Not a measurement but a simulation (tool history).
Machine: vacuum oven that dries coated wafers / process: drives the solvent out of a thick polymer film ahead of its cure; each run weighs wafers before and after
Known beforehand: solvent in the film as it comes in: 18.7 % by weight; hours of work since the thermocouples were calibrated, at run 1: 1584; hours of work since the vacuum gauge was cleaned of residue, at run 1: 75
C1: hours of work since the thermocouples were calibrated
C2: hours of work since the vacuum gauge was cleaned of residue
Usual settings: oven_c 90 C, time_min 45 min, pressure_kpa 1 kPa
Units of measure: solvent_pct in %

run 1 hour=0 | oven_c=90 time_min=45 pressure_kpa=1 | C1=1584 C2=75 | solvent_pct=1.33
run 2 hour=17.1 | oven_c=90 time_min=45 pressure_kpa=1 | C1=1597 C2=88 | solvent_pct=1.35
run 3 hour=32.9 | oven_c=90 time_min=45 pressure_kpa=1 | C1=1609 C2=100 | solvent_pct=1.33
-- hour=41.3 oven's thermocouples calibrated
run 4 hour=57.4 | oven_c=90 time_min=45 pressure_kpa=1 | C1=12 C2=116 | solvent_pct=1.66
run 5 hour=67.6 | oven_c=90 time_min=45 pressure_kpa=1 | C1=20 C2=124 | solvent_pct=1.64
run 6 hour=88.8 | oven_c=90 time_min=45 pressure_kpa=1 | C1=35 C2=140 | solvent_pct=1.64
run 7 hour=104.4 | oven_c=90 time_min=45 pressure_kpa=1 | C1=47 C2=151 | solvent_pct=1.61
run 8 hour=123.7 | oven_c=90 time_min=45 pressure_kpa=1 | C1=61 C2=166 | solvent_pct=1.65
run 9 hour=140.4 | oven_c=90 time_min=45 pressure_kpa=1 | C1=74 C2=178 | solvent_pct=1.62
run 10 hour=161.6 | oven_c=90 time_min=45 pressure_kpa=1 | C1=89 C2=194 | solvent_pct=1.6
run 11 hour=173 | oven_c=95 time_min=45 pressure_kpa=1 | C1=98 C2=202 | solvent_pct=0.94
run 12 hour=192.5 | oven_c=95 time_min=45 pressure_kpa=1 | C1=113 C2=217 | solvent_pct=0.94
run 13 hour=203.8 | oven_c=95 time_min=45 pressure_kpa=1 | C1=121 C2=225 | solvent_pct=0.93
run 14 hour=223.1 | oven_c=95 time_min=25 pressure_kpa=1.23 | C1=135 C2=240 | solvent_pct=2.76
run 15 hour=244 | oven_c=95 time_min=25 pressure_kpa=1.23 | C1=151 C2=255 | solvent_pct=2.78
run 16 hour=262.7 | oven_c=98 time_min=41 pressure_kpa=0.81 | C1=165 C2=269 | solvent_pct=0.71
-- hour=266.1 vacuum gauge cleaned of residue and calibrated
run 17 hour=287.4 | oven_c=95 time_min=47 pressure_kpa=1.84 | C1=182 C2=16 | solvent_pct=1.18
run 18 hour=307.1 | oven_c=90 time_min=25 pressure_kpa=3.81 | C1=197 C2=30 | solvent_pct=5.06
run 19 hour=319.1 | oven_c=93 time_min=42 pressure_kpa=0.68 | C1=206 C2=39 | solvent_pct=1.18
run 20 hour=334.5 | oven_c=90 time_min=61 pressure_kpa=1.46 | C1=217 C2=51 | solvent_pct=1.18
run 21 hour=352 | oven_c=89 time_min=31 pressure_kpa=1 | C1=230 C2=64 | solvent_pct=3.27
run 22 hour=362 | oven_c=90 time_min=45 pressure_kpa=2.52 | C1=237 C2=71 | solvent_pct=2.31
run 23 hour=379.8 | oven_c=90 time_min=24 pressure_kpa=0.54 | C1=251 C2=85 | solvent_pct=4.06
run 24 hour=399 | oven_c=98 time_min=70 pressure_kpa=2.25 | C1=265 C2=99 | solvent_pct=0.89
-- hour=405.4 vacuum gauge cleaned of residue and calibrated, once more
run 25 hour=411.1 | oven_c=85 time_min=70 pressure_kpa=2.25 | C1=273 C2=4 | solvent_pct=1.95
run 26 hour=426.3 | oven_c=85 time_min=70 pressure_kpa=2.05 | C1=284 C2=16 | solvent_pct=1.85

5 ways to go on from here, each from the tool as it stands after run 26. What would each give?
run A hour=446.6 | oven_c=90 time_min=36 pressure_kpa=1 | C1=299 C2=31 | solvent_pct=?
run B hour=446.6 | oven_c=76 time_min=25 pressure_kpa=1 | C1=299 C2=31 | solvent_pct=?
run C hour=446.6 | oven_c=100 time_min=34 pressure_kpa=1.21 | C1=299 C2=31 | solvent_pct=?
run D hour=446.6 | oven_c=90 time_min=30 pressure_kpa=2.75 | C1=299 C2=31 | solvent_pct=?
run E hour=446.6 | oven_c=95 time_min=70 pressure_kpa=1.81 | C1=299 C2=31 | solvent_pct=?

run=A solvent_pct=2.34
run=B solvent_pct=8.4
run=C solvent_pct=0.92
run=D solvent_pct=3.79
run=E solvent_pct=0.78
What these runs would have given with no unlogged condition in the tool:
run=A solvent_pct=2.25
run=B solvent_pct=8.27
run=C solvent_pct=0.88
run=D solvent_pct=3.69
run=E solvent_pct=0.76
